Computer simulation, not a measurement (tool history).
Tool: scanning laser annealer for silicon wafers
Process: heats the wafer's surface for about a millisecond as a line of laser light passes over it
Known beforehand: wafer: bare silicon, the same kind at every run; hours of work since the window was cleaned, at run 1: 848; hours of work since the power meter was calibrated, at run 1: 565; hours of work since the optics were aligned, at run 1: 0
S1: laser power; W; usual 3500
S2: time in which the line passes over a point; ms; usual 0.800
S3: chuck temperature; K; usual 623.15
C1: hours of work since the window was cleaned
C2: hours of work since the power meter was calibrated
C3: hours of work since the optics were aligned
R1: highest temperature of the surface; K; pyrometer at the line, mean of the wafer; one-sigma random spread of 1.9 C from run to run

{"run": 1, "day": 0.0, "S1": 3500, "S2": 0.8, "S3": 623.15, "C1": 848, "C2": 565, "C3": 0, "R1": 1410.15}
{"run": 2, "day": 2.525, "S1": 3160, "S2": 0.8, "S3": 623.15, "C1": 875, "C2": 591, "C3": 26, "R1": 1314.15}
{"run": 3, "day": 5.192, "S1": 3005, "S2": 0.8, "S3": 623.15, "C1": 902, "C2": 619, "C3": 54, "R1": 1267.15}
{"day": 7.604, "done": "window over the wafer cleaned"}
{"run": 4, "day": 7.688, "S1": 3005, "S2": 0.8, "S3": 623.15, "C1": 1, "C2": 644, "C3": 79, "R1": 1286.15}
{"run": 5, "day": 9.938, "S1": 3799, "S2": 0.8, "S3": 623.15, "C1": 24, "C2": 667, "C3": 102, "R1": 1517.15}
{"run": 6, "day": 12.233, "S1": 3799, "S2": 0.8, "S3": 623.15, "C1": 48, "C2": 691, "C3": 126, "R1": 1513.15}
{"run": 7, "day": 14.612, "S1": 3799, "S2": 0.8, "S3": 623.15, "C1": 73, "C2": 716, "C3": 151, "R1": 1514.15}
{"run": 8, "day": 17.379, "S1": 3799, "S2": 0.8, "S3": 623.15, "C1": 101, "C2": 745, "C3": 179, "R1": 1512.15}
{"run": 9, "day": 20.05, "S1": 3799, "S2": 0.8, "S3": 623.15, "C1": 129, "C2": 772, "C3": 207, "R1": 1506.15}
{"run": 10, "day": 21.871, "S1": 3799, "S2": 0.8, "S3": 623.15, "C1": 148, "C2": 791, "C3": 226, "R1": 1510.15}
{"run": 11, "day": 25.058, "S1": 3799, "S2": 0.8, "S3": 623.15, "C1": 181, "C2": 824, "C3": 259, "R1": 1507.15}
{"run": 12, "day": 28.562, "S1": 3799, "S2": 0.8, "S3": 623.15, "C1": 217, "C2": 860, "C3": 295, "R1": 1501.15}
{"run": 13, "day": 30.246, "S1": 3548, "S2": 0.8, "S3": 623.15, "C1": 235, "C2": 878, "C3": 313, "R1": 1431.15}
{"run": 14, "day": 33.45, "S1": 3548, "S2": 0.8, "S3": 623.15, "C1": 268, "C2": 911, "C3": 346, "R1": 1431.15}
{"run": 15, "day": 35.079, "S1": 3548, "S2": 0.8, "S3": 623.15, "C1": 285, "C2": 928, "C3": 363, "R1": 1431.15}
{"run": 16, "day": 37.95, "S1": 3500, "S2": 0.829, "S3": 638.15, "C1": 315, "C2": 958, "C3": 393, "R1": 1443.15}
{"run": 17, "day": 40.225, "S1": 3500, "S2": 0.725, "S3": 638.15, "C1": 338, "C2": 981, "C3": 416, "R1": 1390.15}
{"run": 18, "day": 43.208, "S1": 3500, "S2": 0.725, "S3": 638.15, "C1": 369, "C2": 1012, "C3": 447, "R1": 1388.15}
{"run": 19, "day": 46.329, "S1": 3333, "S2": 0.744, "S3": 632.15, "C1": 401, "C2": 1045, "C3": 479, "R1": 1343.15}
{"run": 20, "day": 48.821, "S1": 3500, "S2": 0.696, "S3": 623.15, "C1": 427, "C2": 1070, "C3": 505, "R1": 1355.15}
{"day": 49.129, "done": "laser's power meter calibrated"}
{"run": 21, "day": 50.946, "S1": 3500, "S2": 0.696, "S3": 623.15, "C1": 448, "C2": 19, "C3": 526, "R1": 1345.15}
{"run": 22, "day": 53.038, "S1": 3642, "S2": 0.696, "S3": 623.15, "C1": 470, "C2": 41, "C3": 548, "R1": 1381.15}
{"run": 23, "day": 56.396, "S1": 3149, "S2": 0.696, "S3": 637.15, "C1": 505, "C2": 75, "C3": 583, "R1": 1266.15}
{"run": 24, "day": 59.021, "S1": 3357, "S2": 0.8, "S3": 660.15, "C1": 532, "C2": 103, "C3": 610, "R1": 1389.15}
{"run": 25, "day": 61.679, "S1": 3795, "S2": 0.685, "S3": 605.15, "C1": 559, "C2": 130, "C3": 637, "R1": 1393.15}
{"run": 26, "day": 64.65, "S1": 3500, "S2": 0.8, "S3": 635.15, "C1": 590, "C2": 161, "C3": 668, "R1": 1407.15}
{"run": 27, "day": 67.725, "S1": 3096, "S2": 0.635, "S3": 623.15, "C1": 622, "C2": 193, "C3": 700, "R1": 1206.15}
{"day": 69.996, "done": "laser's power meter calibrated, once more"}
{"run": 28, "day": 70.342, "S1": 3096, "S2": 0.635, "S3": 623.15, "C1": 648, "C2": 4, "C3": 726, "R1": 1220.15}
{"run": 29, "day": 72.629, "S1": 3096, "S2": 0.635, "S3": 623.15, "C1": 672, "C2": 27, "C3": 750, "R1": 1219.15}

Alternative continuations, all from the tool just after run 29; predict every row:
{"run": "A", "day": 74.538, "S1": 3096, "S2": 0.635, "S3": 628.15, "C1": 691, "C2": 47, "C3": 769, "R1": "?"}
{"run": "B", "day": 74.538, "S1": 3312, "S2": 0.694, "S3": 614.15, "C1": 691, "C2": 47, "C3": 769, "R1": "?"}
{"run": "C", "day": 74.538, "S1": 3301, "S2": 0.729, "S3": 662.15, "C1": 691, "C2": 47, "C3": 769, "R1": "?"}

run=A R1=1222.15
run=B R1=1290.15
run=C R1=1359.15
Without the tool's unlogged condition, the same runs would have read:
run=A R1=1245.15
run=B R1=1316.15
run=C R1=1386.15

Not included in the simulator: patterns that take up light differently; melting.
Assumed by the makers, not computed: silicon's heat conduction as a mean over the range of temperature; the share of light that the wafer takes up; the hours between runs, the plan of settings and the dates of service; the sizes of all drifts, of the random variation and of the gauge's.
